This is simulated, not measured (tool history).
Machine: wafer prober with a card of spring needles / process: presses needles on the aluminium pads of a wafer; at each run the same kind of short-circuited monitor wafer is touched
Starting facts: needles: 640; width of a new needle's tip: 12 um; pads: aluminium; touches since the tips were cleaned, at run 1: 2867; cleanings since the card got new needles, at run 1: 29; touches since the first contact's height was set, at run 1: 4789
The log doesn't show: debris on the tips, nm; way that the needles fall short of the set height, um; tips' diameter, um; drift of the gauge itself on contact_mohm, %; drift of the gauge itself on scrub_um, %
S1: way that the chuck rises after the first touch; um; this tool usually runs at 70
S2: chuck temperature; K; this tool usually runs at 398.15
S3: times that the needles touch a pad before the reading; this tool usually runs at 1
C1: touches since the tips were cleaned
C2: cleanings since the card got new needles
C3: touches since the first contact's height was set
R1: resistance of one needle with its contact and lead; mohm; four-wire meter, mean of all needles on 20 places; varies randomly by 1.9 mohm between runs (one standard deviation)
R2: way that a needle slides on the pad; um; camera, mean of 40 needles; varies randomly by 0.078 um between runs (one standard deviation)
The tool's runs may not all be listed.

run 1 hour=0 | S1=70 S2=398.15 S3=1 | C1=2867 C2=29 C3=4789 | R1=231 R2=15.97
-- hour=30.8 tips cleaned on abrasive film
run 2 hour=40.1 | S1=70 S2=299.15 S3=1 | C1=1530 C2=30 C3=11372 | R1=207 R2=15.97
-- hour=79.9 tips cleaned on abrasive film
run 3 hour=84.2 | S1=67 S2=398.15 S3=1 | C1=714 C2=31 C3=18613 | R1=218 R2=15.16
run 4 hour=126.2 | S1=67 S2=398.15 S3=1 | C1=7622 C2=31 C3=25521 | R1=249 R2=15.2
-- hour=130.7 tips cleaned on abrasive film
run 5 hour=157.5 | S1=67 S2=398.15 S3=1 | C1=4414 C2=32 C3=30652 | R1=237 R2=15.16
-- hour=180.7 tips cleaned on abrasive film
run 6 hour=190.7 | S1=67 S2=398.15 S3=1 | C1=1648 C2=33 C3=36102 | R1=222 R2=15.08
run 7 hour=224.6 | S1=67 S2=398.15 S3=1 | C1=7221 C2=33 C3=41675 | R1=245 R2=15.02
-- hour=228.1 tips cleaned on abrasive film
run 8 hour=271.2 | S1=70 S2=320.15 S3=1 | C1=7088 C2=34 C3=49335 | R1=232 R2=15.89
-- hour=276 tips cleaned on abrasive film
run 9 hour=303.1 | S1=70 S2=398.15 S3=2 | C1=4467 C2=35 C3=54564 | R1=227 R2=15.9
-- hour=326.5 tips cleaned on abrasive film
run 10 hour=338.5 | S1=70 S2=302.15 S3=2 | C1=1966 C2=36 C3=60364 | R1=198 R2=15.87
run 11 hour=368.7 | S1=70 S2=302.15 S3=2 | C1=6944 C2=36 C3=65342 | R1=212 R2=15.84
-- hour=377.3 tips cleaned on abrasive film
run 12 hour=397.6 | S1=70 S2=398.15 S3=2 | C1=3344 C2=37 C3=70083 | R1=225 R2=15.62
-- hour=425.5 tips cleaned on abrasive film
run 13 hour=443.7 | S1=67 S2=398.15 S3=1 | C1=2989 C2=38 C3=77648 | R1=233 R2=15.03
-- hour=474.1 tips cleaned on abrasive film
run 14 hour=479.5 | S1=70 S2=367.15 S3=1 | C1=879 C2=39 C3=83517 | R1=213 R2=15.73
-- hour=523.1 tips cleaned on abrasive film
run 15 hour=525.3 | S1=71 S2=301.15 S3=2 | C1=365 C2=40 C3=91048 | R1=187 R2=15.86
run 16 hour=554.7 | S1=58 S2=308.15 S3=1 | C1=5190 C2=40 C3=95873 | R1=241 R2=12.96
-- hour=572.6 tips cleaned on abrasive film
run 17 hour=589 | S1=86 S2=300.15 S3=1 | C1=2704 C2=41 C3=101515 | R1=202 R2=19.38
-- hour=621.7 tips cleaned on abrasive film
run 18 hour=627.6 | S1=70 S2=393.15 S3=3 | C1=978 C2=42 C3=107848 | R1=212 R2=15.67

Estimate the outcome of run 19 from the log above:
-- hour=669 tips cleaned on abrasive film
run 19 hour=671 | S1=70 S2=393.15 S3=3 | C1=338 C2=43 C3=114971 | R1=? R2=?

Run 19 came out at R1 209 mohm, R2 15.68 um.
Without the tool's hidden state the same run would have given R1 206 mohm, R2 15.95 um.
